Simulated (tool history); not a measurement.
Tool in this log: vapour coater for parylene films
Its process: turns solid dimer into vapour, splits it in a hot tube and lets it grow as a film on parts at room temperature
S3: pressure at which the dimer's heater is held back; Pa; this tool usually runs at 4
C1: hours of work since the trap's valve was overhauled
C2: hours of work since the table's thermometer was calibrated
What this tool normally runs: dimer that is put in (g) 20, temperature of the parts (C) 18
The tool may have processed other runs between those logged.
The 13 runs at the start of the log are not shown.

{"run": 14, "hour": 323.5, "dimer that is put in (g)": 20, "temperature of the parts (C)": 18, "S3": 5.67, "C1": 109, "C2": 834, "thickness of the film (µm)": 11.77}
{"run": 15, "hour": 356.3, "dimer that is put in (g)": 20, "temperature of the parts (C)": 18, "S3": 5.67, "C1": 133, "C2": 858, "thickness of the film (µm)": 11.84}
{"run": 16, "hour": 378.9, "dimer that is put in (g)": 20, "temperature of the parts (C)": 18, "S3": 5.67, "C1": 150, "C2": 875, "thickness of the film (µm)": 12.02}
{"run": 17, "hour": 411.9, "dimer that is put in (g)": 20, "temperature of the parts (C)": 18, "S3": 5.67, "C1": 175, "C2": 900, "thickness of the film (µm)": 11.66}
{"run": 18, "hour": 435.6, "dimer that is put in (g)": 20, "temperature of the parts (C)": 18, "S3": 5.67, "C1": 193, "C2": 918, "thickness of the film (µm)": 11.85}
{"run": 19, "hour": 453.6, "dimer that is put in (g)": 20, "temperature of the parts (C)": 18, "S3": 5.67, "C1": 206, "C2": 931, "thickness of the film (µm)": 11.83}
{"run": 20, "hour": 487.3, "dimer that is put in (g)": 20, "temperature of the parts (C)": 18, "S3": 5.67, "C1": 231, "C2": 956, "thickness of the film (µm)": 11.8}
{"run": 21, "hour": 502.9, "dimer that is put in (g)": 20, "temperature of the parts (C)": 18, "S3": 3.46, "C1": 243, "C2": 968, "thickness of the film (µm)": 12.55}
{"run": 22, "hour": 523.7, "dimer that is put in (g)": 24, "temperature of the parts (C)": 18, "S3": 3.85, "C1": 259, "C2": 983, "thickness of the film (µm)": 14.86}
{"run": 23, "hour": 542.5, "dimer that is put in (g)": 13, "temperature of the parts (C)": 23, "S3": 3.64, "C1": 273, "C2": 998, "thickness of the film (µm)": 6.91}
{"run": 24, "hour": 570.7, "dimer that is put in (g)": 13, "temperature of the parts (C)": 23, "S3": 3.64, "C1": 294, "C2": 1019, "thickness of the film (µm)": 7.08}
{"run": 25, "hour": 601.2, "dimer that is put in (g)": 13, "temperature of the parts (C)": 23, "S3": 3.64, "C1": 317, "C2": 1041, "thickness of the film (µm)": 7.04}
{"run": 26, "hour": 632.3, "dimer that is put in (g)": 19, "temperature of the parts (C)": 12, "S3": 3.64, "C1": 340, "C2": 1065, "thickness of the film (µm)": 14.24}
{"run": 27, "hour": 651.8, "dimer that is put in (g)": 9, "temperature of the parts (C)": 23, "S3": 3.64, "C1": 354, "C2": 1079, "thickness of the film (µm)": 4.82}
{"run": 28, "hour": 687.0, "dimer that is put in (g)": 26, "temperature of the parts (C)": 23, "S3": 3.64, "C1": 381, "C2": 1106, "thickness of the film (µm)": 13.9}
{"run": 29, "hour": 718.3, "dimer that is put in (g)": 25, "temperature of the parts (C)": 11, "S3": 4, "C1": 404, "C2": 1129, "thickness of the film (µm)": 18.81}
{"run": 30, "hour": 753.5, "dimer that is put in (g)": 25, "temperature of the parts (C)": 11, "S3": 3.73, "C1": 430, "C2": 1155, "thickness of the film (µm)": 18.83}
{"run": 31, "hour": 787.0, "dimer that is put in (g)": 17, "temperature of the parts (C)": 14, "S3": 4, "C1": 456, "C2": 1180, "thickness of the film (µm)": 11.86}
{"run": 32, "hour": 814.8, "dimer that is put in (g)": 17, "temperature of the parts (C)": 14, "S3": 4, "C1": 476, "C2": 1201, "thickness of the film (µm)": 11.79}
{"run": 33, "hour": 848.8, "dimer that is put in (g)": 17, "temperature of the parts (C)": 14, "S3": 4, "C1": 502, "C2": 1227, "thickness of the film (µm)": 11.78}
{"run": 34, "hour": 875.8, "dimer that is put in (g)": 17, "temperature of the parts (C)": 10, "S3": 8.37, "C1": 522, "C2": 1247, "thickness of the film (µm)": 12.1}
{"run": 35, "hour": 891.6, "dimer that is put in (g)": 23, "temperature of the parts (C)": 17, "S3": 4.78, "C1": 534, "C2": 1259, "thickness of the film (µm)": 14.2}
{"hour": 901.9, "done": "table's thermometer calibrated"}
{"run": 36, "hour": 919.7, "dimer that is put in (g)": 12, "temperature of the parts (C)": 18, "S3": 4, "C1": 554, "C2": 13, "thickness of the film (µm)": 7.43}
{"run": 37, "hour": 950.1, "dimer that is put in (g)": 13, "temperature of the parts (C)": 17, "S3": 6.22, "C1": 577, "C2": 36, "thickness of the film (µm)": 7.78}
{"run": 38, "hour": 977.2, "dimer that is put in (g)": 20, "temperature of the parts (C)": 19, "S3": 2.62, "C1": 597, "C2": 56, "thickness of the film (µm)": 12.46}

Estimate the outcome of run 39 from the log above:
{"run": 39, "hour": 995.4, "dimer that is put in (g)": 20, "temperature of the parts (C)": 19, "S3": 2.62, "C1": 611, "C2": 70, "thickness of the film (µm)": "?"}

{"run 39": {"thickness of the film (µm)": 12.57}}
The same run, on a tool lacking any hidden state, would have yielded thickness of the film (µm) 12.6.
